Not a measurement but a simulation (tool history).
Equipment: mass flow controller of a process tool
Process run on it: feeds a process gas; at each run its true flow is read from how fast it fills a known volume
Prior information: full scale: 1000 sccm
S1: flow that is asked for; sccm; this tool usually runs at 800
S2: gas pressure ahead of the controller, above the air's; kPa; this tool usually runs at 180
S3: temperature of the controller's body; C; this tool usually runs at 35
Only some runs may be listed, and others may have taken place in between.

Run 1, hour 0: usual settings. Result: true flow (%) 98.89.
Run 2, hour 79.9: usual settings but S3 38 C. Result: true flow (%) 98.68.
Run 3, hour 153: usual settings. Result: true flow (%) 99.
Run 4, hour 217.1: usual settings. Result: true flow (%) 98.95.
Run 5, hour 259.8: usual settings. Result: true flow (%) 98.85.
Run 6, hour 300: usual settings. Result: true flow (%) 98.98.
Run 7, hour 351.7: usual settings. Result: true flow (%) 98.92.
Run 8, hour 402.2: usual settings. Result: true flow (%) 98.92.
Run 9, hour 474.8: usual settings. Result: true flow (%) 98.88.
Run 10, hour 551.5: usual settings. Result: true flow (%) 98.82.
Run 11, hour 634.4: usual settings but S2 198 kPa. Result: true flow (%) 98.61.
Run 12, hour 708.6: usual settings but S2 198 kPa. Result: true flow (%) 98.67.
Run 13, hour 749.5: usual settings. Result: true flow (%) 98.72.
Run 14, hour 813.9: usual settings. Result: true flow (%) 98.8.
Run 15, hour 886.4: usual settings but S3 32 C. Result: true flow (%) 98.96.
Run 16, hour 951.6: usual settings but S3 20 C. Result: true flow (%) 99.86.
Run 17, hour 995.9: usual settings. Result: true flow (%) 98.63.
Run 18, hour 1045.6: usual settings. Result: true flow (%) 98.76.
Run 19, hour 1130: usual settings. Result: true flow (%) 98.79.
Run 20, hour 1167.8: usual settings. Result: true flow (%) 98.72.
Run 21, hour 1206: usual settings. Result: true flow (%) 98.81.
Run 22, hour 1248.6: usual settings but S3 29 C. Result: true flow (%) 99.04.
At hour 1257.3: controller's zero set anew.
Run 23, hour 1294.9: usual settings but S3 28 C. Result: true flow (%) 99.
Run 24, hour 1385.6: usual settings but S3 28 C. Result: true flow (%) 99.04.

What will run 25 give?
At hour 1391: controller's zero set anew, once more.
Run 25, hour 1449.1: usual settings but S2 176 kPa, S3 33 C. Result: true flow (%) ?.

true flow (%): 99.16
With the hidden condition absent and the run-to-run variation left alone, this run would have shown true flow (%) 99.42.
